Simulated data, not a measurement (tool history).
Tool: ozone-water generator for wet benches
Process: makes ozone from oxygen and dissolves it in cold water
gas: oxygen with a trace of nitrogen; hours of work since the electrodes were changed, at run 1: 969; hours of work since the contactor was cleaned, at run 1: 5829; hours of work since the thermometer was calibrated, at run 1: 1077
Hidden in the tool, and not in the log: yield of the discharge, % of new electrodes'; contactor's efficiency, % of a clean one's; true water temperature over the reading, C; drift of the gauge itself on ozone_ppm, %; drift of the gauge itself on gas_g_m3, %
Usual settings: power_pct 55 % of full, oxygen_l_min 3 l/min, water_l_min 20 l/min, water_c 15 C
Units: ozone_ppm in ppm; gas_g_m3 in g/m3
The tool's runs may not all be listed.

| run | hour | power_pct | oxygen_l_min | water_l_min | water_c | hours of work since the electrodes were changed | hours of work since the contactor was cleaned | hours of work since the thermometer was calibrated | ozone_ppm | gas_g_m3 |
|---|---|---|---|---|---|---|---|---|---|---|
| 1 | 0 | 55 | 3 | 20 | 15 | 969 | 5829 | 1077 | 12.9 | 210.4 |
| 2 | 22.5 | 55 | 3 | 20 | 15 | 987 | 5847 | 1095 | 12.8 | 208.5 |
| 3 | 53.1 | 55 | 2.64 | 20 | 15 | 1011 | 5871 | 1119 | 12 | 217.8 |
| 4 | 76.8 | 59 | 3 | 20 | 15 | 1030 | 5890 | 1138 | 13.5 | 215.1 |
|  | 79.7 | water thermometer calibrated |
| 5 | 101.5 | 55 | 3 | 20 | 15 | 1049 | 5909 | 17 | 12.8 | 208.5 |
| 6 | 115.3 | 55 | 3 | 20 | 15 | 1060 | 5920 | 28 | 12.6 | 209.6 |
|  | 134.9 | water thermometer calibrated, once more |
| 7 | 144.6 | 55 | 2.38 | 17 | 15 | 1083 | 5943 | 8 | 13.7 | 222.8 |
| 8 | 161.8 | 93 | 2.38 | 24 | 15 | 1097 | 5957 | 21 | 13.1 | 303.5 |
| 9 | 191.9 | 93 | 2.38 | 24 | 15 | 1121 | 5981 | 45 | 12.9 | 303.9 |
| 10 | 210.9 | 47 | 2.77 | 29 | 20 | 1136 | 5996 | 60 | 7.5 | 197.2 |
| 11 | 234.6 | 47 | 2.77 | 29 | 20 | 1155 | 6015 | 79 | 7.7 | 196.6 |
| 12 | 257.4 | 61 | 2.77 | 16 | 20 | 1173 | 6033 | 97 | 15.2 | 227.4 |

Some steps in ozone_ppm between neighbouring runs. How much of each would the tool show without its hidden state too (settings, what came in, random variation), and how much is left for the hidden state, with any gauge scatter that isn't in both results?
Run 11 -> 12: power_pct 47 -> 61, water_l_min 29 -> 16. ozone_ppm +7.5 ppm: hidden state -0.6, all else +8.1.
